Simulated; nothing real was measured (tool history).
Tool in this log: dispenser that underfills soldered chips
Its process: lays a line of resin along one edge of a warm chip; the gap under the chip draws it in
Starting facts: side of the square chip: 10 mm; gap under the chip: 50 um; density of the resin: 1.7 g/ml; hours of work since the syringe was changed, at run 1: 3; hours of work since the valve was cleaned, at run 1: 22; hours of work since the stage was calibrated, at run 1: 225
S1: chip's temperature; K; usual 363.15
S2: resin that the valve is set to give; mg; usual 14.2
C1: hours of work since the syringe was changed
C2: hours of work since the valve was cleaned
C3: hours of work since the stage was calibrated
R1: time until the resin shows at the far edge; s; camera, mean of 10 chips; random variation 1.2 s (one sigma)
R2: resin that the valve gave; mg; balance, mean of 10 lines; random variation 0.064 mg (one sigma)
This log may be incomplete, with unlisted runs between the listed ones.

{"run": 1, "hour": 0.0, "S1": 363.15, "S2": 14.2, "C1": 3, "C2": 22, "C3": 225, "R1": 131.6, "R2": 13.98}
{"run": 2, "hour": 6.1, "S1": 363.15, "S2": 14.2, "C1": 7, "C2": 26, "C3": 229, "R1": 167.0, "R2": 14.04}
{"hour": 11.5, "done": "new syringe of resin"}
{"run": 3, "hour": 16.8, "S1": 363.15, "S2": 14.2, "C1": 3, "C2": 33, "C3": 236, "R1": 138.0, "R2": 13.81}
{"run": 4, "hour": 23.2, "S1": 363.15, "S2": 18.3, "C1": 8, "C2": 37, "C3": 240, "R1": 175.3, "R2": 17.84}
{"hour": 26.8, "done": "new syringe of resin"}
{"run": 5, "hour": 30.1, "S1": 363.15, "S2": 18.3, "C1": 2, "C2": 41, "C3": 245, "R1": 127.9, "R2": 17.89}
{"run": 6, "hour": 37.2, "S1": 363.15, "S2": 18.3, "C1": 7, "C2": 46, "C3": 249, "R1": 168.0, "R2": 17.72}
{"hour": 42.4, "done": "new syringe of resin"}
{"run": 7, "hour": 45.0, "S1": 363.15, "S2": 18.3, "C1": 2, "C2": 51, "C3": 254, "R1": 123.4, "R2": 17.63}
{"run": 8, "hour": 51.6, "S1": 363.15, "S2": 18.3, "C1": 6, "C2": 55, "C3": 258, "R1": 158.2, "R2": 17.65}
{"run": 9, "hour": 56.6, "S1": 363.15, "S2": 18.3, "C1": 9, "C2": 58, "C3": 262, "R1": 192.3, "R2": 17.55}
{"hour": 57.9, "done": "new syringe of resin"}
{"run": 10, "hour": 66.1, "S1": 363.15, "S2": 18.3, "C1": 5, "C2": 64, "C3": 268, "R1": 154.9, "R2": 17.53}
{"hour": 73.5, "done": "new syringe of resin"}
{"run": 11, "hour": 75.0, "S1": 363.15, "S2": 18.3, "C1": 1, "C2": 70, "C3": 273, "R1": 121.4, "R2": 17.58}
{"run": 12, "hour": 80.0, "S1": 352.15, "S2": 18.4, "C1": 4, "C2": 73, "C3": 276, "R1": 206.5, "R2": 17.58}
{"hour": 89.2, "done": "new syringe of resin"}
{"run": 13, "hour": 90.3, "S1": 352.15, "S2": 18.4, "C1": 1, "C2": 80, "C3": 283, "R1": 171.3, "R2": 17.6}
{"run": 14, "hour": 98.0, "S1": 366.15, "S2": 14.4, "C1": 6, "C2": 85, "C3": 288, "R1": 146.6, "R2": 13.68}
{"hour": 105.4, "done": "new syringe of resin"}
{"run": 15, "hour": 106.5, "S1": 353.15, "S2": 13.0, "C1": 1, "C2": 90, "C3": 293, "R1": 171.1, "R2": 12.21}
{"run": 16, "hour": 113.8, "S1": 367.15, "S2": 15.9, "C1": 6, "C2": 95, "C3": 298, "R1": 140.5, "R2": 15.05}
{"run": 17, "hour": 119.6, "S1": 367.15, "S2": 15.9, "C1": 9, "C2": 98, "C3": 302, "R1": 171.3, "R2": 14.89}
{"hour": 120.7, "done": "new syringe of resin"}
{"run": 18, "hour": 127.7, "S1": 376.15, "S2": 13.7, "C1": 5, "C2": 104, "C3": 307, "R1": 100.3, "R2": 12.73}
{"run": 19, "hour": 134.0, "S1": 367.15, "S2": 13.7, "C1": 9, "C2": 108, "C3": 311, "R1": 170.4, "R2": 12.88}
{"hour": 136.2, "done": "new syringe of resin"}
{"run": 20, "hour": 140.1, "S1": 367.15, "S2": 13.7, "C1": 3, "C2": 111, "C3": 315, "R1": 118.0, "R2": 12.71}

Each row is a separate what-if for the run after 20, all from the same tool condition, not one after another. Results?
{"hour": 148.6, "done": "dispensing valve cleaned and set on the balance"}
{"hour": 152.7, "done": "new syringe of resin"}
{"run": "A", "hour": 152.7, "S1": 363.15, "S2": 15.9, "C1": 0, "C2": 2, "C3": 322, "R1": "?", "R2": "?"}
{"hour": 148.6, "done": "dispensing valve cleaned and set on the balance"}
{"hour": 152.7, "done": "new syringe of resin"}
{"run": "B", "hour": 152.7, "S1": 363.15, "S2": 13.3, "C1": 0, "C2": 2, "C3": 322, "R1": "?", "R2": "?"}
{"hour": 148.6, "done": "dispensing valve cleaned and set on the balance"}
{"hour": 152.7, "done": "new syringe of resin"}
{"run": "C", "hour": 152.7, "S1": 350.15, "S2": 17.8, "C1": 0, "C2": 2, "C3": 322, "R1": "?", "R2": "?"}
{"hour": 148.6, "done": "dispensing valve cleaned and set on the balance"}
{"hour": 152.7, "done": "new syringe of resin"}
{"run": "D", "hour": 152.7, "S1": 354.15, "S2": 13.7, "C1": 0, "C2": 2, "C3": 322, "R1": "?", "R2": "?"}

run=A R1=115.5 R2=15.96
run=B R1=115.5 R2=13.19
run=C R1=179.7 R2=17.67
run=D R1=156.1 R2=13.75
Stripped of hidden state, with their random variation kept, the same runs would have yielded:
run=A R1=111.1 R2=15.98
run=B R1=111.1 R2=13.20
run=C R1=172.5 R2=17.68
run=D R1=149.9 R2=13.76
